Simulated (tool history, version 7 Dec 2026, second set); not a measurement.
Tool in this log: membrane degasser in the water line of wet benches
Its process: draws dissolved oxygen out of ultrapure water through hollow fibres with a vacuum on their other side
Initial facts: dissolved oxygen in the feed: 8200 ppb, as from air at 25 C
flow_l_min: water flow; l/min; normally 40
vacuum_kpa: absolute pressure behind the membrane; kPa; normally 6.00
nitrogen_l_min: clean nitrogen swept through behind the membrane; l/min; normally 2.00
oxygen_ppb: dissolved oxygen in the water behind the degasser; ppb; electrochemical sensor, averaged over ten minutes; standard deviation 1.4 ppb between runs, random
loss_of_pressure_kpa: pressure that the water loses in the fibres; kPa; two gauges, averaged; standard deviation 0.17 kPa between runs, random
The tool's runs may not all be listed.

| run | hour | flow_l_min | vacuum_kpa | nitrogen_l_min | oxygen_ppb | loss_of_pressure_kpa |
|---|---|---|---|---|---|---|
| 1 | 0.0 | 40 | 6.00 | 2.00 | 149.7 | 31.49 |
| 2 | 94.3 | 40 | 6.00 | 2.00 | 149.8 | 31.56 |
| 3 | 209.5 | 40 | 6.00 | 2.00 | 155.5 | 31.50 |
| 4 | 365.9 | 40 | 6.00 | 2.00 | 152.0 | 31.48 |
| 5 | 496.4 | 40 | 8.61 | 2.00 | 263.6 | 31.74 |
| 6 | 674.3 | 40 | 9.55 | 2.00 | 303.3 | 31.75 |
|  | 845.1 | vacuum gauge calibrated |
| 7 | 845.1 | 40 | 12.50 | 2.00 | 433.2 | 32.02 |
| 8 | 978.0 | 40 | 12.50 | 2.00 | 428.5 | 31.75 |
| 9 | 1068.5 | 40 | 6.00 | 2.00 | 160.9 | 32.09 |
| 10 | 1172.8 | 40 | 6.00 | 2.00 | 159.3 | 31.93 |
| 11 | 1263.1 | 40 | 6.00 | 2.00 | 161.9 | 31.88 |
|  | 1278.1 | vacuum gauge calibrated, once more |
| 12 | 1424.3 | 40 | 6.00 | 2.00 | 142.7 | 31.72 |
| 13 | 1627.3 | 40 | 6.00 | 2.00 | 145.6 | 31.89 |
| 14 | 1745.5 | 40 | 6.00 | 2.00 | 146.9 | 32.28 |
| 15 | 1897.4 | 40 | 6.00 | 2.00 | 148.6 | 32.31 |
| 16 | 2043.9 | 40 | 6.00 | 2.51 | 126.7 | 32.08 |

What will run 17 give?
| 17 | 2153.3 | 40 | 6.00 | 2.51 | ? | ? |

For run 17 the tool returned oxygen_ppb 125.2 ppb, loss_of_pressure_kpa 32.74 kPa.
Were there no unlogged condition in the tool, this run, its random variation unchanged, would have produced oxygen_ppb 111.8 ppb, loss_of_pressure_kpa 29.65 kPa.
